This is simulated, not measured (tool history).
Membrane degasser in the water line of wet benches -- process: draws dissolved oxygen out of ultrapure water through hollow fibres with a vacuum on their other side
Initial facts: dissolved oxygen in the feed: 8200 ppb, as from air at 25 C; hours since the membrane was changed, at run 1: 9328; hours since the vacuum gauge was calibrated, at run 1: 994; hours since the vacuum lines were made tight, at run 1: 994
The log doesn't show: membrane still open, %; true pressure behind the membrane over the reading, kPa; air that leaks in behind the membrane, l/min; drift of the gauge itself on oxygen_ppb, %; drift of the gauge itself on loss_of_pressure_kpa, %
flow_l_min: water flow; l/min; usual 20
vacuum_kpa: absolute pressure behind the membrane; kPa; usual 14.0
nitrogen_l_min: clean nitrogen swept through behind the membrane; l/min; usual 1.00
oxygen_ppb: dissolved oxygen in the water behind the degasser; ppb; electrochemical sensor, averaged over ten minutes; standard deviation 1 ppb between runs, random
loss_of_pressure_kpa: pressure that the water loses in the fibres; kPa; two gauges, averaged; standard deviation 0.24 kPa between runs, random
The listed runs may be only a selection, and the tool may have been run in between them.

run	day	flow_l_min	vacuum_kpa	nitrogen_l_min	hours since the membrane was changed	hours since the vacuum gauge was calibrated	hours since the vacuum lines were made tight	oxygen_ppb	loss_of_pressure_kpa
1	0.000	20	14.0	1.00	9328	994	994	480.4	66.43
2	6.875	13	14.0	1.00	9492	1159	1159	320.0	43.41
3	15.338	20	18.3	1.00	9696	1362	1362	649.0	66.52
4	22.592	20	26.3	1.00	9870	1536	1536	946.7	67.19
5	32.842	20	26.3	1.00	10116	1783	1783	953.5	66.70
6	40.104	20	14.0	1.00	10290	1957	1957	485.3	67.13
7	49.517	20	14.0	1.00	10516	2183	2183	485.3	67.00
8	56.662	20	14.0	1.00	10687	2354	2354	484.8	67.15
9	63.992	20	13.5	1.00	10863	2530	2530	464.3	68.07
10	69.521	20	13.5	1.00	10996	2663	2663	466.4	67.40
11	79.862	31	13.5	1.00	11244	2911	2911	733.3	105.22
12	90.000	20	10.5	1.00	11488	3154	3154	347.3	67.65
# day 91.229: vacuum gauge calibrated
13	101.979	20	14.0	1.00	11775	258	3441	496.3	67.96
# day 114.108: membrane cartridge changed
14	114.388	20	14.0	1.00	7	552	3735	489.0	62.06
15	127.354	20	14.0	1.00	318	863	4046	490.8	62.63
16	135.321	20	14.0	1.00	509	1054	4237	490.2	62.96
17	141.221	20	23.8	1.00	651	1196	4379	870.0	62.89
18	154.304	14	26.8	0.56	965	1510	4693	1163.0	44.23
19	162.629	31	28.4	0.88	1164	1710	4893	1618.4	97.59
# day 164.546: seals of the vacuum lines changed
# day 169.988: vacuum gauge calibrated, once more
20	172.896	31	11.1	0.88	1408	70	200	608.1	97.88
21	178.858	32	11.1	0.92	1551	213	343	614.5	101.58
22	186.233	15	14.0	2.31	1729	390	520	170.6	47.29
23	192.896	25	30.7	0.99	1888	550	680	1323.4	79.35
24	201.221	13	30.7	0.70	2088	750	880	1026.7	41.35
25	214.488	13	23.0	0.70	2407	1068	1198	766.1	41.31
26	221.300	30	25.5	0.89	2570	1231	1362	1398.4	95.64
27	232.542	14	23.6	1.92	2840	1501	1631	350.7	44.76
28	244.596	20	14.0	1.00	3129	1791	1921	477.5	64.45
29	255.188	20	14.0	1.00	3383	2045	2175	480.8	64.26
30	265.067	20	14.0	1.00	3620	2282	2412	479.5	64.11
31	272.433	20	14.0	1.00	3797	2459	2589	479.9	64.40
32	279.258	18	26.2	1.02	3961	2622	2753	855.7	57.59

Measured less the same run without the tool's hidden state. The same run-to-run variation is in both; the gauge's scatter may not be:
run	oxygen_ppb	loss_of_pressure_kpa
1	+8.1	+4.09
2	+3.0	+2.73
3	+9.5	+4.28
4	+9.9	+4.39
5	+11.1	+4.47
6	+12.3	+4.57
7	+13.4	+4.67
8	+14.1	+4.76
9	+14.8	+4.86
10	+15.4	+4.90
11	+38.7	+7.80
12	+17.7	+5.13
13	+24.1	+5.29
14	+16.8	+0.01
15	+18.1	+0.13
16	+18.9	+0.21
17	+19.7	+0.26
18	+25.5	+0.28
19	+28.0	+0.74
20	+1.0	+0.90
21	+2.3	+1.03
22	+0.8	+0.54
23	+3.7	+0.98
24	+4.4	+0.56
25	+4.7	+0.66
26	+8.4	+1.63
27	+3.8	+0.84
28	+7.1	+1.35
29	+8.4	+1.44
30	+9.3	+1.55
31	+10.0	+1.64
32	+11.1	+1.54
